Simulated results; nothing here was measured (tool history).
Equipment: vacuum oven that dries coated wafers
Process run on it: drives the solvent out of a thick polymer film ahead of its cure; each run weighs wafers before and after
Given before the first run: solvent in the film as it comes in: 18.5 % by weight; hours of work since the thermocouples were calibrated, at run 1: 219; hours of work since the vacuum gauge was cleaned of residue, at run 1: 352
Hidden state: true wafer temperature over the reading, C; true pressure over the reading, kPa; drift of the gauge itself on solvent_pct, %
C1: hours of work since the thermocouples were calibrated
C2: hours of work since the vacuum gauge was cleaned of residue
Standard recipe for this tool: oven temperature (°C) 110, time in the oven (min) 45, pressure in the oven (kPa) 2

{"run": 1, "hour": 0.0, "oven temperature (°C)": 110, "time in the oven (min)": 45, "pressure in the oven (kPa)": 2, "C1": 219, "C2": 352, "solvent left in the film (%)": 5.03}
{"run": 2, "hour": 17.4, "oven temperature (°C)": 110, "time in the oven (min)": 45, "pressure in the oven (kPa)": 2, "C1": 226, "C2": 359, "solvent left in the film (%)": 4.99}
{"run": 3, "hour": 53.1, "oven temperature (°C)": 110, "time in the oven (min)": 45, "pressure in the oven (kPa)": 2, "C1": 241, "C2": 374, "solvent left in the film (%)": 5.02}
{"run": 4, "hour": 92.0, "oven temperature (°C)": 110, "time in the oven (min)": 45, "pressure in the oven (kPa)": 2, "C1": 257, "C2": 390, "solvent left in the film (%)": 4.97}
{"run": 5, "hour": 113.8, "oven temperature (°C)": 110, "time in the oven (min)": 45, "pressure in the oven (kPa)": 2, "C1": 266, "C2": 400, "solvent left in the film (%)": 5.09}
{"run": 6, "hour": 138.1, "oven temperature (°C)": 110, "time in the oven (min)": 45, "pressure in the oven (kPa)": 2, "C1": 276, "C2": 410, "solvent left in the film (%)": 5.01}
{"run": 7, "hour": 171.6, "oven temperature (°C)": 110, "time in the oven (min)": 45, "pressure in the oven (kPa)": 2, "C1": 290, "C2": 424, "solvent left in the film (%)": 5}
{"run": 8, "hour": 212.4, "oven temperature (°C)": 110, "time in the oven (min)": 45, "pressure in the oven (kPa)": 2, "C1": 307, "C2": 441, "solvent left in the film (%)": 5.07}
{"run": 9, "hour": 249.4, "oven temperature (°C)": 110, "time in the oven (min)": 45, "pressure in the oven (kPa)": 1.05, "C1": 323, "C2": 456, "solvent left in the film (%)": 4.84}
{"run": 10, "hour": 280.8, "oven temperature (°C)": 110, "time in the oven (min)": 34, "pressure in the oven (kPa)": 2, "C1": 336, "C2": 469, "solvent left in the film (%)": 6.58}
{"run": 11, "hour": 317.8, "oven temperature (°C)": 110, "time in the oven (min)": 34, "pressure in the oven (kPa)": 2, "C1": 351, "C2": 485, "solvent left in the film (%)": 6.58}
{"run": 12, "hour": 346.9, "oven temperature (°C)": 110, "time in the oven (min)": 34, "pressure in the oven (kPa)": 2, "C1": 364, "C2": 497, "solvent left in the film (%)": 6.55}
{"run": 13, "hour": 373.3, "oven temperature (°C)": 110, "time in the oven (min)": 34, "pressure in the oven (kPa)": 2, "C1": 375, "C2": 508, "solvent left in the film (%)": 6.47}
{"run": 14, "hour": 391.0, "oven temperature (°C)": 110, "time in the oven (min)": 45, "pressure in the oven (kPa)": 2, "C1": 382, "C2": 515, "solvent left in the film (%)": 5.12}
{"run": 15, "hour": 421.1, "oven temperature (°C)": 110, "time in the oven (min)": 45, "pressure in the oven (kPa)": 7.69, "C1": 395, "C2": 528, "solvent left in the film (%)": 7.18}
{"run": 16, "hour": 442.0, "oven temperature (°C)": 117, "time in the oven (min)": 45, "pressure in the oven (kPa)": 7.69, "C1": 403, "C2": 536, "solvent left in the film (%)": 5.11}
{"run": 17, "hour": 463.6, "oven temperature (°C)": 117, "time in the oven (min)": 45, "pressure in the oven (kPa)": 7.69, "C1": 412, "C2": 545, "solvent left in the film (%)": 5.14}
{"run": 18, "hour": 490.8, "oven temperature (°C)": 117, "time in the oven (min)": 45, "pressure in the oven (kPa)": 7.69, "C1": 424, "C2": 557, "solvent left in the film (%)": 5.13}
{"run": 19, "hour": 526.6, "oven temperature (°C)": 117, "time in the oven (min)": 45, "pressure in the oven (kPa)": 7.69, "C1": 439, "C2": 572, "solvent left in the film (%)": 5.1}
{"run": 20, "hour": 568.9, "oven temperature (°C)": 117, "time in the oven (min)": 45, "pressure in the oven (kPa)": 7.69, "C1": 456, "C2": 589, "solvent left in the film (%)": 5.24}
{"run": 21, "hour": 589.7, "oven temperature (°C)": 113, "time in the oven (min)": 27, "pressure in the oven (kPa)": 4.54, "C1": 465, "C2": 598, "solvent left in the film (%)": 7.57}
{"run": 22, "hour": 609.6, "oven temperature (°C)": 102, "time in the oven (min)": 45, "pressure in the oven (kPa)": 1.88, "C1": 473, "C2": 606, "solvent left in the film (%)": 7.54}
{"run": 23, "hour": 644.7, "oven temperature (°C)": 98, "time in the oven (min)": 47, "pressure in the oven (kPa)": 1.56, "C1": 488, "C2": 621, "solvent left in the film (%)": 8.35}
{"run": 24, "hour": 663.7, "oven temperature (°C)": 98, "time in the oven (min)": 47, "pressure in the oven (kPa)": 1.56, "C1": 496, "C2": 629, "solvent left in the film (%)": 8.38}
{"run": 25, "hour": 688.0, "oven temperature (°C)": 98, "time in the oven (min)": 47, "pressure in the oven (kPa)": 1.56, "C1": 506, "C2": 639, "solvent left in the film (%)": 8.38}
{"run": 26, "hour": 706.4, "oven temperature (°C)": 114, "time in the oven (min)": 47, "pressure in the oven (kPa)": 1.87, "C1": 514, "C2": 647, "solvent left in the film (%)": 3.86}
{"run": 27, "hour": 736.8, "oven temperature (°C)": 114, "time in the oven (min)": 47, "pressure in the oven (kPa)": 1.87, "C1": 526, "C2": 659, "solvent left in the film (%)": 3.84}
{"run": 28, "hour": 770.8, "oven temperature (°C)": 106, "time in the oven (min)": 74, "pressure in the oven (kPa)": 1.4, "C1": 540, "C2": 674, "solvent left in the film (%)": 3.68}
{"run": 29, "hour": 799.2, "oven temperature (°C)": 123, "time in the oven (min)": 35, "pressure in the oven (kPa)": 4.26, "C1": 552, "C2": 686, "solvent left in the film (%)": 3.64}
{"run": 30, "hour": 825.6, "oven temperature (°C)": 107, "time in the oven (min)": 45, "pressure in the oven (kPa)": 2, "C1": 563, "C2": 697, "solvent left in the film (%)": 6.07}
{"run": 31, "hour": 846.2, "oven temperature (°C)": 107, "time in the oven (min)": 45, "pressure in the oven (kPa)": 2, "C1": 572, "C2": 705, "solvent left in the film (%)": 6.16}
{"run": 32, "hour": 872.5, "oven temperature (°C)": 110, "time in the oven (min)": 29, "pressure in the oven (kPa)": 1.1, "C1": 583, "C2": 716, "solvent left in the film (%)": 7.17}
{"run": 33, "hour": 894.9, "oven temperature (°C)": 109, "time in the oven (min)": 68, "pressure in the oven (kPa)": 7.81, "C1": 592, "C2": 725, "solvent left in the film (%)": 6.11}
{"run": 34, "hour": 931.4, "oven temperature (°C)": 118, "time in the oven (min)": 64, "pressure in the oven (kPa)": 3.82, "C1": 608, "C2": 741, "solvent left in the film (%)": 2.53}
{"run": 35, "hour": 966.8, "oven temperature (°C)": 123, "time in the oven (min)": 64, "pressure in the oven (kPa)": 1.6, "C1": 622, "C2": 755, "solvent left in the film (%)": 1.14}
{"run": 36, "hour": 998.8, "oven temperature (°C)": 123, "time in the oven (min)": 64, "pressure in the oven (kPa)": 1.6, "C1": 636, "C2": 769, "solvent left in the film (%)": 1.09}
{"run": 37, "hour": 1026.3, "oven temperature (°C)": 119, "time in the oven (min)": 23, "pressure in the oven (kPa)": 2.03, "C1": 647, "C2": 780, "solvent left in the film (%)": 6.2}
{"run": 38, "hour": 1065.7, "oven temperature (°C)": 101, "time in the oven (min)": 36, "pressure in the oven (kPa)": 3.55, "C1": 664, "C2": 797, "solvent left in the film (%)": 9.63}
{"run": 39, "hour": 1104.7, "oven temperature (°C)": 103, "time in the oven (min)": 38, "pressure in the oven (kPa)": 3.55, "C1": 680, "C2": 813, "solvent left in the film (%)": 8.84}

Alternative continuations, all from the tool just after run 39; predict every row:
{"run": "A", "hour": 1126.7, "oven temperature (°C)": 104, "time in the oven (min)": 45, "pressure in the oven (kPa)": 2, "C1": 689, "C2": 822, "solvent left in the film (%)": "?"}
{"run": "B", "hour": 1126.7, "oven temperature (°C)": 110, "time in the oven (min)": 56, "pressure in the oven (kPa)": 2, "C1": 689, "C2": 822, "solvent left in the film (%)": "?"}
{"run": "C", "hour": 1126.7, "oven temperature (°C)": 103, "time in the oven (min)": 32, "pressure in the oven (kPa)": 5.3, "C1": 689, "C2": 822, "solvent left in the film (%)": "?"}
{"run": "D", "hour": 1126.7, "oven temperature (°C)": 116, "time in the oven (min)": 38, "pressure in the oven (kPa)": 3.55, "C1": 689, "C2": 822, "solvent left in the film (%)": "?"}

run=A solvent_left_in_the_film_(%)=7.13
run=B solvent_left_in_the_film_(%)=4.36
run=C solvent_left_in_the_film_(%)=10.22
run=D solvent_left_in_the_film_(%)=4.95
Had the tool no hidden state, the same runs would have come out as:
run=A solvent_left_in_the_film_(%)=6.74
run=B solvent_left_in_the_film_(%)=4.01
run=C solvent_left_in_the_film_(%)=9.87
run=D solvent_left_in_the_film_(%)=4.61
